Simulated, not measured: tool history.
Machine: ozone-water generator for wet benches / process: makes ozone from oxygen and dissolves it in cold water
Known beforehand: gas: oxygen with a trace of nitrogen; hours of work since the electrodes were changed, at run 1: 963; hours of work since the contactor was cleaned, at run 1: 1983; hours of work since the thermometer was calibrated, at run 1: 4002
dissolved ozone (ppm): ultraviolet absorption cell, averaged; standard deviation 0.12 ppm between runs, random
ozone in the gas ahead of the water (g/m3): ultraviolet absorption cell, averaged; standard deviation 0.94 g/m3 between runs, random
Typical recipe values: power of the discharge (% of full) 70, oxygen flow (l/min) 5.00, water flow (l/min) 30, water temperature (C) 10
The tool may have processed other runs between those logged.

| run | hour | power of the discharge (% of full) | oxygen flow (l/min) | water flow (l/min) | water temperature (C) | hours of work since the electrodes were changed | hours of work since the contactor was cleaned | hours of work since the thermometer was calibrated | dissolved ozone (ppm) | ozone in the gas ahead of the water (g/m3) |
|---|---|---|---|---|---|---|---|---|---|---|
| 1 | 0.0 | 70 | 5.00 | 30 | 10 | 963 | 1983 | 4002 | 10.9 | 159.7 |
| 2 | 21.2 | 70 | 5.15 | 30 | 10 | 983 | 2003 | 4022 | 10.8 | 156.9 |
| 3 | 47.9 | 70 | 5.15 | 30 | 10 | 1008 | 2028 | 4047 | 10.6 | 156.1 |
| 4 | 78.3 | 70 | 5.15 | 30 | 10 | 1037 | 2057 | 4076 | 10.7 | 156.0 |
| 5 | 92.6 | 70 | 5.15 | 30 | 10 | 1050 | 2071 | 4089 | 10.9 | 154.7 |
| 6 | 115.7 | 83 | 5.00 | 30 | 10 | 1072 | 2092 | 4111 | 12.5 | 183.9 |
| 7 | 130.1 | 83 | 5.00 | 30 | 10 | 1086 | 2106 | 4125 | 12.6 | 183.9 |
| 8 | 157.6 | 70 | 5.00 | 30 | 10 | 1112 | 2132 | 4151 | 10.6 | 156.2 |
| 9 | 172.2 | 70 | 5.00 | 30 | 10 | 1125 | 2146 | 4164 | 10.8 | 156.5 |
| 10 | 194.9 | 70 | 5.00 | 30 | 10 | 1147 | 2167 | 4186 | 10.7 | 155.7 |
| 11 | 226.2 | 70 | 5.00 | 30 | 6 | 1176 | 2196 | 4215 | 11.3 | 155.8 |
| 12 | 242.3 | 70 | 5.00 | 30 | 6 | 1191 | 2212 | 4230 | 10.9 | 155.5 |
| 13 | 272.1 | 70 | 5.00 | 30 | 10 | 1219 | 2240 | 4259 | 10.9 | 153.8 |
|  | 292.9 | gauge calibrated |
| 14 | 300.5 | 70 | 5.00 | 30 | 10 | 1246 | 2266 | 4285 | 10.8 | 160.2 |
| 15 | 316.6 | 70 | 5.00 | 42 | 10 | 1261 | 2282 | 4300 | 7.0 | 158.6 |
| 16 | 333.9 | 70 | 5.00 | 42 | 10 | 1278 | 2298 | 4317 | 7.2 | 158.5 |
| 17 | 360.1 | 70 | 3.75 | 42 | 10 | 1302 | 2322 | 4341 | 6.7 | 184.4 |
| 18 | 379.0 | 60 | 5.00 | 25 | 7 | 1320 | 2340 | 4359 | 11.8 | 136.1 |
| 19 | 392.0 | 60 | 5.00 | 21 | 7 | 1332 | 2353 | 4371 | 14.4 | 137.6 |
| 20 | 414.7 | 64 | 7.28 | 30 | 10 | 1354 | 2374 | 4393 | 10.5 | 119.3 |
| 21 | 439.5 | 70 | 5.00 | 22 | 10 | 1377 | 2397 | 4416 | 15.2 | 157.3 |
| 22 | 464.2 | 70 | 5.00 | 30 | 14 | 1400 | 2421 | 4439 | 10.4 | 156.1 |
| 23 | 494.1 | 54 | 2.67 | 30 | 10 | 1428 | 2449 | 4468 | 7.2 | 173.5 |
| 24 | 515.0 | 70 | 3.67 | 30 | 14 | 1448 | 2468 | 4487 | 9.8 | 183.7 |
| 25 | 543.0 | 70 | 3.67 | 30 | 14 | 1475 | 2495 | 4514 | 9.9 | 184.8 |
| 26 | 563.4 | 70 | 3.67 | 30 | 14 | 1494 | 2514 | 4533 | 9.8 | 182.1 |
|  | 565.7 | gauge calibrated |
| 27 | 587.0 | 61 | 5.00 | 30 | 10 | 1516 | 2536 | 4555 | 9.6 | 141.0 |
| 28 | 608.3 | 61 | 5.00 | 30 | 10 | 1536 | 2556 | 4575 | 9.8 | 139.7 |
| 29 | 625.8 | 88 | 3.53 | 19 | 6 | 1553 | 2573 | 4592 | 21.4 | 235.2 |
| 30 | 640.2 | 88 | 3.53 | 19 | 6 | 1566 | 2586 | 4605 | 21.0 | 233.8 |
| 31 | 656.8 | 44 | 5.00 | 23 | 10 | 1582 | 2602 | 4621 | 9.6 | 103.8 |
| 32 | 679.7 | 44 | 5.00 | 23 | 10 | 1603 | 2624 | 4642 | 9.7 | 104.6 |

Some steps in ozone in the gas ahead of the water (g/m3), run to run, broken into two amounts with sign: the step expected even without the hidden condition (settings, incoming material, random variation), and the rest, left for the hidden condition together with whatever gauge scatter is not in both the measured and the hidden-condition-free result:
The tool's hidden condition here consists of: yield of the discharge, % of new electrodes'; contactor's efficiency, % of a clean one's; true water temperature over the reading, C; drift of the gauge itself on ozone_ppm, %; drift of the gauge itself on gas_g_m3, %.
Run 13 -> 14: gauge calibrated. ozone in the gas ahead of the water (g/m3) +6.4: hidden state +4.4, all else +2.0.
Run 17 -> 18: power of the discharge (% of full) 70 -> 60, oxygen flow (l/min) 3.75 -> 5.00, water flow (l/min) 42 -> 25, water temperature (C) 10 -> 7. ozone in the gas ahead of the water (g/m3) -48.3: hidden state +0.0, all else -48.3.
Run 20 -> 21: power of the discharge (% of full) 64 -> 70, oxygen flow (l/min) 7.28 -> 5.00, water flow (l/min) 30 -> 22. ozone in the gas ahead of the water (g/m3) +38.0: hidden state -0.9, all else +38.9.
Run 26 -> 27: power of the discharge (% of full) 70 -> 61, oxygen flow (l/min) 3.67 -> 5.00, water temperature (C) 14 -> 10, gauge calibrated. ozone in the gas ahead of the water (g/m3) -41.1: hidden state +4.9, all else -46.0.
Run 28 -> 29: power of the discharge (% of full) 61 -> 88, oxygen flow (l/min) 5.00 -> 3.53, water flow (l/min) 30 -> 19, water temperature (C) 10 -> 6. ozone in the gas ahead of the water (g/m3) +95.5: hidden state -0.8, all else +96.3.
Run 30 -> 31: power of the discharge (% of full) 88 -> 44, oxygen flow (l/min) 3.53 -> 5.00, water flow (l/min) 19 -> 23, water temperature (C) 6 -> 10. ozone in the gas ahead of the water (g/m3) -130.0: hidden state +0.9, all else -130.9.

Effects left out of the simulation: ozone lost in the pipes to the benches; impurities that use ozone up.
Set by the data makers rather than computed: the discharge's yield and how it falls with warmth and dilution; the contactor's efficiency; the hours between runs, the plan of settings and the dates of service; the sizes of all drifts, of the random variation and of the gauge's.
